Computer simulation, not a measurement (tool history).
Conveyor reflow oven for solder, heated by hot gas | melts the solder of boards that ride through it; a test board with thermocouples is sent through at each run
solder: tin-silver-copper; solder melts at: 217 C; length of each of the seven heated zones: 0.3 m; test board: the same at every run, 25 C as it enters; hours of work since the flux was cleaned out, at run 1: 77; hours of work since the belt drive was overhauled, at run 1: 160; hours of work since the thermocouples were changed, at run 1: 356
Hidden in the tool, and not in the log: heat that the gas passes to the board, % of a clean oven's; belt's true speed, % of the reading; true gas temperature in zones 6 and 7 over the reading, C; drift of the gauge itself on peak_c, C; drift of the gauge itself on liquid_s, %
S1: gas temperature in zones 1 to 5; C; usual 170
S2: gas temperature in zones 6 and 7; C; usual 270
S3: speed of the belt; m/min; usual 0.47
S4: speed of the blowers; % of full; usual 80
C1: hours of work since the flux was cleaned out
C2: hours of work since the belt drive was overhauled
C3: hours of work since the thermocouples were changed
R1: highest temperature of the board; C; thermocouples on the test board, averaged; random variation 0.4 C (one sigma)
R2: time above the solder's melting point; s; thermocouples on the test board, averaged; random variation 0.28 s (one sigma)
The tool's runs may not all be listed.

run   hour   S1   S2     S3  S4   C1   C2   C3     R1    R2
  1      0  170  270   0.47  80   77  160  356    260  62.5
  2    7.5  170  277   0.47  80   81  164  361  266.4  65.3
  3   13.3  170  277   0.47  80   84  167  364  266.5  65.9
  4   17.5  170  270   0.47  80   87  170  366  258.8  62.5
  5   24.8  170  270   0.47  80   91  174  371  259.3  62.2
  6   31.5  170  270   0.47  80   95  178  374  259.4  61.8
  7   36.8  164  270   0.47  80   98  181  378  259.1  59.7
  8   41.3  164  270  0.402  80  100  183  380  262.1  73.7
  9   50.9  170  270   0.47  80  106  189  386  259.6  62.1
 10   57.8  170  270  0.434  80  110  193  390  261.7  68.9
 11   65.2  170  270  0.434  80  114  197  394  260.8  69.5
 12   74.4  170  270  0.434  76  119  202  399  261.2  69.3
 13   81.2  170  270  0.434  76  123  206  403    261  69.1
 14   86.5  164  270   0.47  80  126  209  406  259.1  60.1
 15   92.7  177  270   0.47  80  130  213  410  260.8  65.4
 16   99.1  177  270   0.47  80  134  217  413  260.5  64.8
 17    108  172  270   0.47  60  139  222  418    257  60.2
 18  118.2  167  274   0.47  78  145  228  424  263.4  63.2
 19  128.3  177  279   0.47  78  150  233  430  268.4  68.6
 20  136.3  170  270  0.537  75  155  238  435  255.4  51.1
 21  140.6  180  270  0.537  75  158  240  437  257.1    55
 22  148.2  180  270  0.537  75  162  245  442  257.2  54.9
 23  153.6  179  269  0.468  80  165  248  445    260  65.5
 24  162.7  185  268   0.55  69  170  253  450  254.1  53.8
 25  170.1  185  268   0.55  69  174  257  454  254.5  53.7
 26  179.9  174  276  0.439  69  180  263  460  266.5  71.4
 27  189.1  170  268   0.47  80  185  268  465  257.9  61.1
 28    197  170  260   0.47  80  190  273  469    250  56.5
 29  202.4  170  273   0.47  62  193  276  473  259.2  61.8

Run 30 comes next. What will it give?
 30  207.8  162  260  0.494  80  196  279  476   ?   ?

R1: 247.7 C
R2: 48.9 s
Without the tool's hidden state the same run would have given R1 247.9 C, R2 49.1 s.
